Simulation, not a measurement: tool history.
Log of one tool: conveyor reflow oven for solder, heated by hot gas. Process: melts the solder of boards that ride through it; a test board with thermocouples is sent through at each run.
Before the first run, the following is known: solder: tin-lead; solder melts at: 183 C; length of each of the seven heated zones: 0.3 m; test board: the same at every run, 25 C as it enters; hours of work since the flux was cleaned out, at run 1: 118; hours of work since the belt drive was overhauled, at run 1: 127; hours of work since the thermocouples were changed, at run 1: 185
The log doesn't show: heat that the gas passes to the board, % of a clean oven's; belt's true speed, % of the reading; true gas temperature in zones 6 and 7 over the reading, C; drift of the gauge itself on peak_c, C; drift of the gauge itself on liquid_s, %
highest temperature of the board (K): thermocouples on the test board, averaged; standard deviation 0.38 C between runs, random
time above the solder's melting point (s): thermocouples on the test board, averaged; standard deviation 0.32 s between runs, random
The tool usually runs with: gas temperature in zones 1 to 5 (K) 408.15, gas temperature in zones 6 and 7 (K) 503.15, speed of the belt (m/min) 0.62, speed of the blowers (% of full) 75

run	hour	gas temperature in zones 1 to 5 (K)	gas temperature in zones 6 and 7 (K)	speed of the belt (m/min)	speed of the blowers (% of full)	hours of work since the flux was cleaned out	hours of work since the belt drive was overhauled	hours of work since the thermocouples were changed	highest temperature of the board (K)	time above the solder's melting point (s)
1	0	408.15	503.15	0.62	75	118	127	185	486.35	41.5
2	8.5	408.15	503.15	0.62	75	124	133	191	486.95	40.8
3	15.4	408.15	503.15	0.62	75	128	138	196	486.35	40.9
4	19.5	408.15	503.15	0.62	51	131	141	199	479.65	34.8
5	27.3	408.15	503.15	0.598	51	136	146	204	481.35	37.5
6	36.4	408.15	503.15	0.598	51	142	152	210	481.75	36.8
7	42.6	408.15	504.15	0.62	75	147	156	214	488.55	41.5
8	50.2	408.15	503.15	0.62	75	152	161	219	486.25	40.1
9	54.7	408.15	503.15	0.62	75	155	164	222	487.25	40.5
10	58.6	408.15	503.15	0.542	75	157	167	225	490.55	49.7
11	62.5	423.15	503.15	0.542	75	160	170	228	493.15	56.6
12	71.2	423.15	503.15	0.542	75	166	176	234	493.45	56
13	79.6	423.15	503.15	0.542	75	172	181	239	492.75	55.8
14	83.3	408.15	503.15	0.62	75	174	184	242	486.45	40.6
# hour 88.8: flux residue cleaned out of gas plates and filters
15	95.7	408.15	503.15	0.62	75	5	189	247	486.15	39.5
16	102.2	402.15	513.15	0.62	80	9	193	251	493.85	43.1
# hour 108.5: flux residue cleaned out of gas plates and filters, once more
17	112.9	413.15	511.15	0.64	64	3	197	255	492.65	43.5
18	119.9	413.15	511.15	0.64	64	8	202	260	491.35	43
19	126.1	408.15	516.15	0.62	80	12	206	264	500.65	47.6
20	131.8	408.15	507.15	0.59	51	16	210	268	486.05	42.1
21	137.5	408.15	507.15	0.59	51	20	214	272	485.95	41.5
22	141.7	408.15	517.15	0.59	55	22	217	275	495.75	47.6
23	148.8	408.15	517.15	0.713	69	27	221	279	493.35	38.2
24	156.5	408.15	517.15	0.713	69	33	227	285	492.75	37.5
25	160.3	410.15	516.15	0.62	73	35	229	287	499.15	47.3
26	165.3	410.15	507.15	0.62	52	38	232	290	484.45	39.1
27	170.6	410.15	507.15	0.578	52	42	236	294	488.05	44.3
28	177.2	408.15	502.15	0.538	75	46	241	298	490.95	50.4
29	185.4	421.15	502.15	0.656	75	52	246	304	488.15	42.4
30	189.9	393.15	501.15	0.62	75	55	249	307	482.55	35.5

What if the next run were any one of these 4? Each begins from the tool's condition after run 30:
A	195.5	412.15	501.15	0.62	75	59	253	311	?	?
B	195.5	393.15	501.15	0.62	74	59	253	311	?	?
C	195.5	393.15	517.15	0.629	75	59	253	311	?	?
D	195.5	393.15	509.15	0.679	75	59	253	311	?	?

run	highest temperature of the board (K)	time above the solder's melting point (s)
A	486.65	41.8
B	483.55	35.3
C	497.55	42.6
D	486.05	33.8
Take away the tool's hidden state, keep each run's random variation, and the runs would have read:
run	highest temperature of the board (K)	time above the solder's melting point (s)
A	486.45	41.7
B	483.55	35.3
C	497.65	42.6
D	486.25	33.9
